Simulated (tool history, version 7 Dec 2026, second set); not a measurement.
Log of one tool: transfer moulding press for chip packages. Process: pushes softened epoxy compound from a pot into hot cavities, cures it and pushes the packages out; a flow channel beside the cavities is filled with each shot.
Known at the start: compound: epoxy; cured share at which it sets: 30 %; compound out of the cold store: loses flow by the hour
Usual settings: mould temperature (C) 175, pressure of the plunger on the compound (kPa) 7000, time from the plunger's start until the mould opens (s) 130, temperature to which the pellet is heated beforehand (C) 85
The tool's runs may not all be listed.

run     day  mould temperature (C)  pressure of the plunger on the compound (kPa)  time from the plunger's start until the mould opens (s)  temperature to which the pellet is heated beforehand (C)  incoming compound's hours out of the cold store  length that the compound runs in the flow channel (mm)  greatest force on the pins that push the packages out (N)
  1       0                    175                                           7000                                                      130                                                        85                                             33.2                                                     956                                                        407
      1.129  -- cavities cleaned with cleaning compound and waxed
  2   3.304                    175                                           7000                                                      130                                                        85                                             10.9                                                    1016                                                        422
      4.812  -- cavities cleaned with cleaning compound and waxed
  3   5.796                    175                                           7000                                                      130                                                        85                                               24                                                     986                                                        414
      8.475  -- cavities cleaned with cleaning compound and waxed
  4     9.2                    175                                           7000                                                      130                                                        85                                             40.3                                                     946                                                        418
  5  11.654                    175                                           7000                                                      130                                                        85                                             15.9                                                    1003                                                        443
     12.008  -- cavities cleaned with cleaning compound and waxed
  6  14.621                    175                                           5750                                                      130                                                        85                                             39.9                                                     855                                                        418
     15.646  -- cavities cleaned with cleaning compound and waxed
  7  16.562                    175                                           7000                                                      130                                                        85                                             44.2                                                     924                                                        400
     17.171  -- plunger's sealing rings changed
       19.3  -- cavities cleaned with cleaning compound and waxed
  8  19.354                    175                                           7000                                                      130                                                        85                                             47.2                                                     928                                                        390
  9  21.358                    175                                           7000                                                      130                                                        85                                             29.1                                                     966                                                        414
         23  -- cavities cleaned with cleaning compound and waxed
 10  24.121                    175                                           7000                                                      130                                                        85                                             40.9                                                     923                                                        380
     26.625  -- cavities cleaned with cleaning compound and waxed
 11  27.254                    175                                           7000                                                      130                                                        85                                              8.6                                                    1044                                                        403
 12  29.079                    175                                           7000                                                      130                                                        85                                             36.8                                                     947                                                        414
     30.438  -- cavities cleaned with cleaning compound and waxed
 13  30.608                    175                                           7000                                                      130                                                        85                                             11.5                                                    1024                                                        433
 14  33.229                    175                                           7490                                                      130                                                        85                                             32.7                                                     983                                                        391
     34.054  -- cavities cleaned with cleaning compound and waxed
 15  36.596                    175                                           7490                                                      130                                                        85                                             45.8                                                     950                                                        398
     37.679  -- plunger's sealing rings changed
     37.742  -- cavities cleaned with cleaning compound and waxed
 16  38.875                    175                                           7490                                                      130                                                        90                                             43.9                                                     956                                                        386
 17  40.367                    175                                           8600                                                      130                                                        85                                             28.1                                                    1083                                                        419
     41.354  -- cavities cleaned with cleaning compound and waxed
 18  42.079                    175                                           8600                                                      130                                                        85                                               42                                                    1038                                                        389
     44.712  -- mould's thermocouples calibrated
     45.158  -- cavities cleaned with cleaning compound and waxed
 19  45.158                    175                                           8600                                                      121                                                        89                                             36.3                                                    1058                                                        466
 20    47.7                    175                                           7000                                                      154                                                        85                                             27.4                                                     979                                                        333
     48.854  -- cavities cleaned with cleaning compound and waxed
 21  49.596                    173                                           7000                                                      135                                                        85                                             36.2                                                     961                                                        422
 22  51.875                    173                                           7000                                                      135                                                        85                                             17.9                                                    1023                                                        449
     52.454  -- cavities cleaned with cleaning compound and waxed
 23  53.921                    173                                           7000                                                      135                                                        85                                             26.4                                                     990                                                        432
     56.188  -- cavities cleaned with cleaning compound and waxed
 24  56.325                    175                                           6070                                                      130                                                        85                                             12.5                                                     962                                                        416
     58.542  -- plunger's sealing rings changed
 25    59.6                    175                                           6550                                                      130                                                        85                                             38.7                                                     911                                                        395
     59.883  -- cavities cleaned with cleaning compound and waxed
 26  62.188                    175                                           6550                                                      130                                                        85                                                8                                                    1006                                                        409

3 ways to go on from here, each from the tool as it stands after run 26. What would each give?
     63.412  -- cavities cleaned with cleaning compound and waxed
  A  64.967                    175                                           6550                                                      125                                                        85                                             36.1                                                       ?                                                          ?
     63.412  -- cavities cleaned with cleaning compound and waxed
  B  64.967                    175                                           7060                                                      130                                                        90                                             16.8                                                       ?                                                          ?
     63.412  -- cavities cleaned with cleaning compound and waxed
  C  64.967                    175                                           7000                                                      139                                                        85                                             31.4                                                       ?                                                          ?

run  length that the compound runs in the flow channel (mm)  greatest force on the pins that push the packages out (N)
  A                                                     912                                                        434
  B                                                    1026                                                        419
  C                                                     961                                                        376
Without the tool's hidden state the same runs would have given:
run  length that the compound runs in the flow channel (mm)  greatest force on the pins that push the packages out (N)
  A                                                     912                                                        432
  B                                                    1026                                                        417
  C                                                     961                                                        374

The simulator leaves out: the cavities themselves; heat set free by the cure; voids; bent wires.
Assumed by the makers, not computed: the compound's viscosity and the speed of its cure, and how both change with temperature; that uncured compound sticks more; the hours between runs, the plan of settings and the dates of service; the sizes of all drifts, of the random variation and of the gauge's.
